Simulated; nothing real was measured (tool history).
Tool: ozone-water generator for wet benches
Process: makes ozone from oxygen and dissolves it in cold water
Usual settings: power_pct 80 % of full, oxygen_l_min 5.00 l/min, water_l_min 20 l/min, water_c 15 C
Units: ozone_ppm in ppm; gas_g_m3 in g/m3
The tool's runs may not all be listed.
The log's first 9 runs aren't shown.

| run | hour | power_pct | oxygen_l_min | water_l_min | water_c | hours of work since the electrodes were changed | hours of work since the contactor was cleaned | hours of work since the thermometer was calibrated | ozone_ppm | gas_g_m3 |
|---|---|---|---|---|---|---|---|---|---|---|
| 10 | 1388.9 | 80 | 3.51 | 20 | 15 | 1003 | 1451 | 357 | 24.9 | 314.2 |
| 11 | 1485.6 | 80 | 3.51 | 20 | 15 | 1090 | 1538 | 443 | 25.1 | 313.4 |
| 12 | 1626.8 | 80 | 5.00 | 20 | 15 | 1216 | 1664 | 569 | 26.7 | 265.0 |
| 13 | 1765.1 | 80 | 5.00 | 20 | 9 | 1339 | 1787 | 692 | 28.4 | 263.7 |
| 14 | 1920.9 | 80 | 5.00 | 20 | 15 | 1478 | 1926 | 832 | 26.1 | 265.8 |
| 15 | 2005.7 | 80 | 5.00 | 20 | 15 | 1554 | 2002 | 907 | 25.8 | 263.7 |
| 16 | 2145.0 | 80 | 5.00 | 20 | 15 | 1678 | 2126 | 1032 | 25.6 | 261.8 |
| 17 | 2229.2 | 80 | 5.00 | 20 | 15 | 1753 | 2202 | 1107 | 25.4 | 263.9 |
| 18 | 2389.4 | 80 | 5.00 | 20 | 15 | 1896 | 2345 | 1250 | 25.7 | 260.1 |
| 19 | 2511.2 | 80 | 8.50 | 20 | 17 | 2005 | 2453 | 1359 | 25.5 | 205.5 |
| 20 | 2615.3 | 68 | 4.28 | 20 | 15 | 2098 | 2546 | 1452 | 21.5 | 239.5 |
| 21 | 2713.6 | 80 | 7.86 | 20 | 13 | 2186 | 2634 | 1539 | 26.5 | 212.6 |
|  | 2746.7 | contactor cleaned |
| 22 | 2871.9 | 80 | 7.86 | 20 | 17 | 2324 | 112 | 1677 | 26.3 | 210.4 |

The next listed run, before its measurement:
| 23 | 3000.1 | 80 | 7.86 | 20 | 17 | 2438 | 226 | 1792 | ? | ? |

ozone_ppm: 26.2 ppm
gas_g_m3: 208.8 g/m3
Without the tool's hidden state the same run would have given ozone_ppm 28.5 ppm, gas_g_m3 224.2 g/m3.
